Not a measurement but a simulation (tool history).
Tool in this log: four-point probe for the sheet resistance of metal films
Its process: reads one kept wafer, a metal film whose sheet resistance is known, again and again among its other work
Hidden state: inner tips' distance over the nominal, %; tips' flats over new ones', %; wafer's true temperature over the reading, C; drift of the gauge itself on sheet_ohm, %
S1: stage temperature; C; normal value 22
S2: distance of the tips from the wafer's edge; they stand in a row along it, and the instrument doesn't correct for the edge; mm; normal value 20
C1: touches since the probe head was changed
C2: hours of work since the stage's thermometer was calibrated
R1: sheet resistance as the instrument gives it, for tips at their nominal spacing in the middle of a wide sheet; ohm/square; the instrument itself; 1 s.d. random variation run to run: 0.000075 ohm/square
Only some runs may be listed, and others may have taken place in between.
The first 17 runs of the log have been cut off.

run    hour  S1  S2     C1    C2        R1
 18     750  24  20  33249  1775  0.375957
 19   806.8  24   8  34359  1814  0.376842
 20   838.5  24  48  34977  1835  0.375861
 21   895.9  24  48  36098  1874  0.375838
 22   929.6  24  48  36756  1897  0.375857
 23   970.7  24  48  37560  1925  0.375805
 24    1023  24  48  38581  1960  0.375952
 25  1051.3  24  48  39134  1980  0.375971
 26  1079.2  24  32  39678  1998  0.376055
 27  1122.2  34  32  40519  2028  0.371734
 28  1166.1  29  20  41376  2057  0.374013
 29  1202.1  25   8  42079  2082  0.376883
 30  1241.3  22   3  42846  2108  0.385971
 31  1286.3  22  14  43725  2139  0.377301
 32  1321.1  19  74  44405  2162  0.378303
 33  1374.1  19  74  45440  2198  0.378358
 34  1424.1  19  74  46417  2232  0.378438
 35  1465.6  29   6  47227  2260  0.376222
 36  1497.8  29  35  47856  2282  0.374042
 37  1545.3  29  35  48783  2314  0.374094
 38  1592.6  33   9  49708  2346  0.373444

Run 39 has not been measured yet. What should we expect?
 39  1629.8  26  19  50435  2372   ?

{"run 39": {"R1": 0.375517}}
Without the tool's hidden state the same run would have given R1 0.372583 ohm/square.

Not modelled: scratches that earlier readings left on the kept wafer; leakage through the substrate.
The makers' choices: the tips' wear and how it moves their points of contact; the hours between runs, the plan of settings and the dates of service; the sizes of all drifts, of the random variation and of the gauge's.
